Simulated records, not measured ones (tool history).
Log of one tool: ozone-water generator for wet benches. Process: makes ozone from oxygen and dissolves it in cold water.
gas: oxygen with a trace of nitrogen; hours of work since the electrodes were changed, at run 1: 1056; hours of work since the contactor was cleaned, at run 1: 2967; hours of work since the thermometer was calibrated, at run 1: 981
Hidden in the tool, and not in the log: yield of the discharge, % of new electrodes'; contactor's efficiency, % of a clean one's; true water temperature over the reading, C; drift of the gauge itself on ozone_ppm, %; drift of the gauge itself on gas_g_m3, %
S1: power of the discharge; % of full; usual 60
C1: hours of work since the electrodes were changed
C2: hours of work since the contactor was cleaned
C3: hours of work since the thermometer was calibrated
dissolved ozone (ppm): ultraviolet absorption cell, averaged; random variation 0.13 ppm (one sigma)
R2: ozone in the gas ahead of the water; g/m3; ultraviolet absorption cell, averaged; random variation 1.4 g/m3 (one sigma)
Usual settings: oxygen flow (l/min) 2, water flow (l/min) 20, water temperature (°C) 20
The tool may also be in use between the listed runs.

run 1 hour=0 | S1=60 oxygen_flow_(l/min)=2 water_flow_(l/min)=20 water_temperature_(°C)=20 | C1=1056 C2=2967 C3=981 | dissolved_ozone_(ppm)=14.4 R2=253.7
-- hour=21.8 contactor cleaned
run 2 hour=37.4 | S1=60 oxygen_flow_(l/min)=1.18 water_flow_(l/min)=20 water_temperature_(°C)=20 | C1=1078 C2=10 C3=1003 | dissolved_ozone_(ppm)=11.7 R2=323
run 3 hour=73.6 | S1=60 oxygen_flow_(l/min)=2 water_flow_(l/min)=20 water_temperature_(°C)=20 | C1=1102 C2=34 C3=1027 | dissolved_ozone_(ppm)=14.4 R2=256.7
run 4 hour=108.9 | S1=60 oxygen_flow_(l/min)=2 water_flow_(l/min)=20 water_temperature_(°C)=20 | C1=1125 C2=57 C3=1050 | dissolved_ozone_(ppm)=14.6 R2=257.7
run 5 hour=174.3 | S1=60 oxygen_flow_(l/min)=2 water_flow_(l/min)=20 water_temperature_(°C)=20 | C1=1168 C2=100 C3=1093 | dissolved_ozone_(ppm)=14.3 R2=256
run 6 hour=204.7 | S1=60 oxygen_flow_(l/min)=2 water_flow_(l/min)=20 water_temperature_(°C)=20 | C1=1188 C2=120 C3=1113 | dissolved_ozone_(ppm)=14.4 R2=254.4
run 7 hour=257.3 | S1=60 oxygen_flow_(l/min)=2 water_flow_(l/min)=20 water_temperature_(°C)=22 | C1=1223 C2=155 C3=1147 | dissolved_ozone_(ppm)=14.2 R2=257.5
run 8 hour=325.8 | S1=60 oxygen_flow_(l/min)=2 water_flow_(l/min)=20 water_temperature_(°C)=20 | C1=1268 C2=200 C3=1192 | dissolved_ozone_(ppm)=14.3 R2=256.7
run 9 hour=359.6 | S1=60 oxygen_flow_(l/min)=2 water_flow_(l/min)=20 water_temperature_(°C)=17 | C1=1290 C2=222 C3=1215 | dissolved_ozone_(ppm)=14.5 R2=255.9
run 10 hour=408.7 | S1=60 oxygen_flow_(l/min)=2 water_flow_(l/min)=20 water_temperature_(°C)=17 | C1=1322 C2=254 C3=1247 | dissolved_ozone_(ppm)=14.7 R2=256
run 11 hour=478.3 | S1=60 oxygen_flow_(l/min)=2 water_flow_(l/min)=20 water_temperature_(°C)=17 | C1=1368 C2=300 C3=1293 | dissolved_ozone_(ppm)=14.8 R2=255.4
run 12 hour=545.5 | S1=60 oxygen_flow_(l/min)=2 water_flow_(l/min)=20 water_temperature_(°C)=17 | C1=1412 C2=344 C3=1337 | dissolved_ozone_(ppm)=14.6 R2=255.6
run 13 hour=593.4 | S1=60 oxygen_flow_(l/min)=2 water_flow_(l/min)=20 water_temperature_(°C)=17 | C1=1444 C2=376 C3=1368 | dissolved_ozone_(ppm)=14.7 R2=255.8
run 14 hour=662.1 | S1=60 oxygen_flow_(l/min)=2 water_flow_(l/min)=20 water_temperature_(°C)=17 | C1=1489 C2=421 C3=1414 | dissolved_ozone_(ppm)=14.6 R2=258.5
run 15 hour=696.1 | S1=60 oxygen_flow_(l/min)=2 water_flow_(l/min)=20 water_temperature_(°C)=20 | C1=1511 C2=444 C3=1436 | dissolved_ozone_(ppm)=14.1 R2=256.8
run 16 hour=762.2 | S1=60 oxygen_flow_(l/min)=2 water_flow_(l/min)=20 water_temperature_(°C)=20 | C1=1555 C2=487 C3=1480 | dissolved_ozone_(ppm)=14.5 R2=253.3
run 17 hour=814.1 | S1=93 oxygen_flow_(l/min)=1.95 water_flow_(l/min)=25 water_temperature_(°C)=22 | C1=1589 C2=521 C3=1514 | dissolved_ozone_(ppm)=13.8 R2=327.7
run 18 hour=847 | S1=81 oxygen_flow_(l/min)=3.53 water_flow_(l/min)=25 water_temperature_(°C)=18 | C1=1611 C2=543 C3=1535 | dissolved_ozone_(ppm)=15.5 R2=231
run 19 hour=905 | S1=81 oxygen_flow_(l/min)=1.1 water_flow_(l/min)=29 water_temperature_(°C)=18 | C1=1649 C2=581 C3=1573 | dissolved_ozone_(ppm)=8.4 R2=390.5
run 20 hour=971.6 | S1=81 oxygen_flow_(l/min)=1.1 water_flow_(l/min)=29 water_temperature_(°C)=18 | C1=1693 C2=625 C3=1617 | dissolved_ozone_(ppm)=8.6 R2=391
run 21 hour=1004.9 | S1=81 oxygen_flow_(l/min)=1.1 water_flow_(l/min)=18 water_temperature_(°C)=21 | C1=1715 C2=647 C3=1639 | dissolved_ozone_(ppm)=15.3 R2=390.2
run 22 hour=1053.3 | S1=81 oxygen_flow_(l/min)=1.1 water_flow_(l/min)=18 water_temperature_(°C)=21 | C1=1746 C2=678 C3=1671 | dissolved_ozone_(ppm)=15.3 R2=391.7
run 23 hour=1108 | S1=60 oxygen_flow_(l/min)=1.74 water_flow_(l/min)=20 water_temperature_(°C)=20 | C1=1782 C2=714 C3=1707 | dissolved_ozone_(ppm)=13.8 R2=272.3
run 24 hour=1142.1 | S1=60 oxygen_flow_(l/min)=1.74 water_flow_(l/min)=20 water_temperature_(°C)=20 | C1=1805 C2=737 C3=1729 | dissolved_ozone_(ppm)=13.9 R2=274.5
run 25 hour=1200.2 | S1=76 oxygen_flow_(l/min)=3.31 water_flow_(l/min)=20 water_temperature_(°C)=20 | C1=1843 C2=775 C3=1768 | dissolved_ozone_(ppm)=18.1 R2=232
run 26 hour=1240.7 | S1=76 oxygen_flow_(l/min)=3.31 water_flow_(l/min)=20 water_temperature_(°C)=20 | C1=1870 C2=802 C3=1794 | dissolved_ozone_(ppm)=18.5 R2=231.9
run 27 hour=1309.4 | S1=76 oxygen_flow_(l/min)=3.31 water_flow_(l/min)=20 water_temperature_(°C)=20 | C1=1915 C2=847 C3=1839 | dissolved_ozone_(ppm)=18.4 R2=229.9
run 28 hour=1346 | S1=76 oxygen_flow_(l/min)=3.31 water_flow_(l/min)=20 water_temperature_(°C)=20 | C1=1939 C2=871 C3=1864 | dissolved_ozone_(ppm)=18.1 R2=233.4
run 29 hour=1412.6 | S1=76 oxygen_flow_(l/min)=3.31 water_flow_(l/min)=20 water_temperature_(°C)=20 | C1=1983 C2=915 C3=1907 | dissolved_ozone_(ppm)=18.6 R2=232.7
run 30 hour=1484.1 | S1=43 oxygen_flow_(l/min)=2 water_flow_(l/min)=20 water_temperature_(°C)=12 | C1=2030 C2=962 C3=1954 | dissolved_ozone_(ppm)=12.6 R2=216.9
run 31 hour=1521.8 | S1=60 oxygen_flow_(l/min)=3.01 water_flow_(l/min)=14 water_temperature_(°C)=21 | C1=2055 C2=987 C3=1979 | dissolved_ozone_(ppm)=21.8 R2=214.2
run 32 hour=1555.6 | S1=60 oxygen_flow_(l/min)=3.01 water_flow_(l/min)=14 water_temperature_(°C)=21 | C1=2077 C2=1009 C3=2001 | dissolved_ozone_(ppm)=21.7 R2=214.1

3 ways to go on from here, each from the tool as it stands after run 32. What would each give?
run A hour=1618.2 | S1=60 oxygen_flow_(l/min)=2 water_flow_(l/min)=15 water_temperature_(°C)=15 | C1=2118 C2=1050 C3=2043 | dissolved_ozone_(ppm)=? R2=?
run B hour=1618.2 | S1=60 oxygen_flow_(l/min)=2 water_flow_(l/min)=24 water_temperature_(°C)=20 | C1=2118 C2=1050 C3=2043 | dissolved_ozone_(ppm)=? R2=?
run C hour=1618.2 | S1=43 oxygen_flow_(l/min)=3.01 water_flow_(l/min)=14 water_temperature_(°C)=21 | C1=2118 C2=1050 C3=2043 | dissolved_ozone_(ppm)=? R2=?

run=A dissolved_ozone_(ppm)=20.3 R2=256.6
run=B dissolved_ozone_(ppm)=11.4 R2=257.2
run=C dissolved_ozone_(ppm)=18.5 R2=179.6
Without the tool's hidden state the same runs would have given:
run=A dissolved_ozone_(ppm)=20.4 R2=256.9
run=B dissolved_ozone_(ppm)=11.4 R2=257.5
run=C dissolved_ozone_(ppm)=18.5 R2=179.8
